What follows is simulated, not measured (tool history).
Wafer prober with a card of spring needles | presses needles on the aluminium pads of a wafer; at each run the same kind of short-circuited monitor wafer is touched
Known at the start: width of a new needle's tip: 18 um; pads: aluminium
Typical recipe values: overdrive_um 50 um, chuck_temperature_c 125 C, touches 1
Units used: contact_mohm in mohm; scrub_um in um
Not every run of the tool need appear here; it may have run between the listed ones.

{"run": 1, "hour": 0.0, "overdrive_um": 50, "chuck_temperature_c": 125, "touches": 1, "contact_mohm": 292, "scrub_um": 12.94}
{"hour": 10.5, "done": "tips cleaned on abrasive film"}
{"run": 2, "hour": 26.0, "overdrive_um": 47, "chuck_temperature_c": 125, "touches": 1, "contact_mohm": 300, "scrub_um": 12.15}
{"hour": 32.9, "done": "tips cleaned on abrasive film"}
{"hour": 57.1, "done": "tips cleaned on abrasive film"}
{"run": 3, "hour": 72.5, "overdrive_um": 47, "chuck_temperature_c": 125, "touches": 1, "contact_mohm": 297, "scrub_um": 12.13}
{"hour": 81.3, "done": "tips cleaned on abrasive film"}
{"hour": 103.5, "done": "tips cleaned on abrasive film"}
{"run": 4, "hour": 116.9, "overdrive_um": 47, "chuck_temperature_c": 125, "touches": 1, "contact_mohm": 297, "scrub_um": 12.11}
{"hour": 126.2, "done": "tips cleaned on abrasive film"}
{"hour": 148.0, "done": "tips cleaned on abrasive film"}
{"run": 5, "hour": 150.9, "overdrive_um": 50, "chuck_temperature_c": 125, "touches": 1, "contact_mohm": 280, "scrub_um": 12.76}
{"hour": 165.1, "done": "height of the first contact set anew"}
{"hour": 170.6, "done": "tips cleaned on abrasive film"}
{"run": 6, "hour": 187.2, "overdrive_um": 50, "chuck_temperature_c": 125, "touches": 1, "contact_mohm": 298, "scrub_um": 13.15}
{"hour": 194.1, "done": "tips cleaned on abrasive film"}
{"hour": 219.0, "done": "tips cleaned on abrasive film"}
{"run": 7, "hour": 238.3, "overdrive_um": 50, "chuck_temperature_c": 125, "touches": 1, "contact_mohm": 302, "scrub_um": 13.07}
{"hour": 241.8, "done": "tips cleaned on abrasive film"}
{"hour": 265.8, "done": "tips cleaned on abrasive film"}
{"run": 8, "hour": 275.8, "overdrive_um": 50, "chuck_temperature_c": 125, "touches": 1, "contact_mohm": 287, "scrub_um": 13.03}
{"hour": 289.8, "done": "tips cleaned on abrasive film"}
{"run": 9, "hour": 303.6, "overdrive_um": 50, "chuck_temperature_c": 124, "touches": 1, "contact_mohm": 293, "scrub_um": 13.06}
{"hour": 314.6, "done": "tips cleaned on abrasive film"}
{"run": 10, "hour": 334.9, "overdrive_um": 50, "chuck_temperature_c": 124, "touches": 1, "contact_mohm": 303, "scrub_um": 13.01}
{"hour": 339.6, "done": "tips cleaned on abrasive film"}
{"hour": 362.8, "done": "tips cleaned on abrasive film"}
{"run": 11, "hour": 380.6, "overdrive_um": 50, "chuck_temperature_c": 124, "touches": 1, "contact_mohm": 299, "scrub_um": 12.92}
{"hour": 387.0, "done": "tips cleaned on abrasive film"}
{"hour": 410.1, "done": "tips cleaned on abrasive film"}
{"run": 12, "hour": 411.9, "overdrive_um": 36, "chuck_temperature_c": 125, "touches": 1, "contact_mohm": 294, "scrub_um": 9.22}
{"hour": 434.6, "done": "tips cleaned on abrasive film"}
{"run": 13, "hour": 440.6, "overdrive_um": 36, "chuck_temperature_c": 125, "touches": 1, "contact_mohm": 299, "scrub_um": 9.2}
{"hour": 458.2, "done": "tips cleaned on abrasive film"}
{"run": 14, "hour": 467.5, "overdrive_um": 36, "chuck_temperature_c": 125, "touches": 1, "contact_mohm": 314, "scrub_um": 9.17}
{"hour": 482.2, "done": "tips cleaned on abrasive film"}
{"run": 15, "hour": 501.4, "overdrive_um": 36, "chuck_temperature_c": 125, "touches": 1, "contact_mohm": 325, "scrub_um": 9.16}
{"hour": 506.3, "done": "tips cleaned on abrasive film"}
{"hour": 527.3, "done": "height of the first contact set anew"}
{"hour": 531.3, "done": "tips cleaned on abrasive film"}
{"run": 16, "hour": 539.5, "overdrive_um": 36, "chuck_temperature_c": 125, "touches": 1, "contact_mohm": 312, "scrub_um": 9.37}
{"hour": 553.3, "done": "tips cleaned on abrasive film"}
{"run": 17, "hour": 566.0, "overdrive_um": 43, "chuck_temperature_c": 125, "touches": 1, "contact_mohm": 306, "scrub_um": 11.29}
{"hour": 576.9, "done": "tips cleaned on abrasive film"}
{"run": 18, "hour": 590.4, "overdrive_um": 34, "chuck_temperature_c": 28, "touches": 1, "contact_mohm": 298, "scrub_um": 8.79}
{"hour": 600.9, "done": "tips cleaned on abrasive film"}
{"run": 19, "hour": 620.2, "overdrive_um": 58, "chuck_temperature_c": 89, "touches": 1, "contact_mohm": 283, "scrub_um": 15.15}
{"hour": 623.6, "done": "tips cleaned on abrasive film"}
{"hour": 646.9, "done": "tips cleaned on abrasive film"}
{"run": 20, "hour": 648.1, "overdrive_um": 58, "chuck_temperature_c": 89, "touches": 1, "contact_mohm": 270, "scrub_um": 15.15}
{"hour": 672.8, "done": "tips cleaned on abrasive film"}
{"run": 21, "hour": 682.4, "overdrive_um": 58, "chuck_temperature_c": 89, "touches": 1, "contact_mohm": 277, "scrub_um": 15.14}
{"hour": 696.0, "done": "tips cleaned on abrasive film"}
{"run": 22, "hour": 716.6, "overdrive_um": 58, "chuck_temperature_c": 31, "touches": 1, "contact_mohm": 270, "scrub_um": 15.12}
{"hour": 720.0, "done": "tips cleaned on abrasive film"}
{"hour": 745.6, "done": "tips cleaned on abrasive film"}
{"run": 23, "hour": 758.0, "overdrive_um": 47, "chuck_temperature_c": 31, "touches": 1, "contact_mohm": 275, "scrub_um": 12.08}
{"hour": 771.1, "done": "tips cleaned on abrasive film"}
{"run": 24, "hour": 782.2, "overdrive_um": 47, "chuck_temperature_c": 31, "touches": 1, "contact_mohm": 274, "scrub_um": 12.08}
{"hour": 793.5, "done": "tips cleaned on abrasive film"}
{"hour": 816.4, "done": "tips cleaned on abrasive film"}
{"run": 25, "hour": 829.4, "overdrive_um": 35, "chuck_temperature_c": 122, "touches": 2, "contact_mohm": 305, "scrub_um": 8.85}
{"hour": 840.3, "done": "tips cleaned on abrasive film"}
{"hour": 862.6, "done": "tips cleaned on abrasive film"}
{"run": 26, "hour": 867.1, "overdrive_um": 35, "chuck_temperature_c": 122, "touches": 2, "contact_mohm": 292, "scrub_um": 8.91}
{"hour": 885.2, "done": "tips cleaned on abrasive film"}
{"hour": 889.7, "done": "height of the first contact set anew"}
{"run": 27, "hour": 905.0, "overdrive_um": 36, "chuck_temperature_c": 40, "touches": 1, "contact_mohm": 302, "scrub_um": 9.43}

Predict the results of run 28:
{"hour": 909.3, "done": "tips cleaned on abrasive film"}
{"hour": 933.5, "done": "tips cleaned on abrasive film"}
{"run": 28, "hour": 945.5, "overdrive_um": 50, "chuck_temperature_c": 108, "touches": 2, "contact_mohm": "?", "scrub_um": "?"}

{"run 28": {"contact_mohm": 284, "scrub_um": 13.18}}
On a tool with no hidden condition, and with the same random variation, this run would have come out at contact_mohm 271 mohm, scrub_um 13.23 um.
